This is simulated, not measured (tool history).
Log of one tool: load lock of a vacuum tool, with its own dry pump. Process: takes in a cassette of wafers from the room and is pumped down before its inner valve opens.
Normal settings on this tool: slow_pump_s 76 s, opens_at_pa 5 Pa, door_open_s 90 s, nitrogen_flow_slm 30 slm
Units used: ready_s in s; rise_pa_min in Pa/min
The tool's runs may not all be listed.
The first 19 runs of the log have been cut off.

| run | hour | slow_pump_s | opens_at_pa | door_open_s | nitrogen_flow_slm | incoming humidity of the room's air, % | ready_s | rise_pa_min |
|---|---|---|---|---|---|---|---|---|
| 20 | 3252.6 | 48 | 5 | 90 | 30 | 42.1 | 80.3 | 0.328 |
| 21 | 3386.6 | 48 | 5 | 74 | 23 | 42.6 | 81 | 0.33 |
| 22 | 3513.9 | 64 | 5 | 53 | 7 | 44.5 | 95.4 | 0.345 |
| 23 | 3738.2 | 43 | 5 | 53 | 25 | 44.3 | 77 | 0.33 |
| 24 | 3868.6 | 89 | 6 | 69 | 30 | 46.5 | 117.1 | 0.339 |
| 25 | 4075.7 | 105 | 4 | 97 | 20 | 46.6 | 133 | 0.363 |
| 26 | 4259.7 | 105 | 4 | 97 | 20 | 45.8 | 132.7 | 0.358 |
| 27 | 4399 | 105 | 4 | 97 | 20 | 45.7 | 133.1 | 0.366 |
| 28 | 4626.8 | 105 | 4 | 97 | 20 | 43.3 | 134.5 | 0.374 |
| 29 | 4789.1 | 67 | 5 | 90 | 30 | 41.7 | 97.9 | 0.371 |
| 30 | 5022.1 | 40 | 5 | 90 | 28 | 43.2 | 73.2 | 0.377 |
| 31 | 5182.2 | 76 | 9 | 90 | 30 | 41.6 | 104.5 | 0.385 |
| 32 | 5408.5 | 76 | 9 | 90 | 30 | 42.7 | 104 | 0.396 |
| 33 | 5636.7 | 76 | 9 | 90 | 30 | 44.9 | 104.1 | 0.404 |
| 34 | 5793.9 | 72 | 8 | 90 | 30 | 46.2 | 100.2 | 0.412 |
| 35 | 6005 | 121 | 5 | 39 | 30 | 44.9 | 148.1 | 0.407 |
| 36 | 6195.8 | 77 | 5 | 39 | 30 | 47.5 | 108.1 | 0.411 |
| 37 | 6338.7 | 125 | 4 | 90 | 30 | 44.5 | 151.1 | 0.415 |

For run 38, what comes out?
| 38 | 6576.8 | 78 | 5 | 89 | 30 | 40.8 | ? | ? |

{"run 38": {"ready_s": 109, "rise_pa_min": 0.432}}
The same run, on a tool lacking any hidden state, would have yielded ready_s 105.4 s, rise_pa_min 0.026 Pa/min.
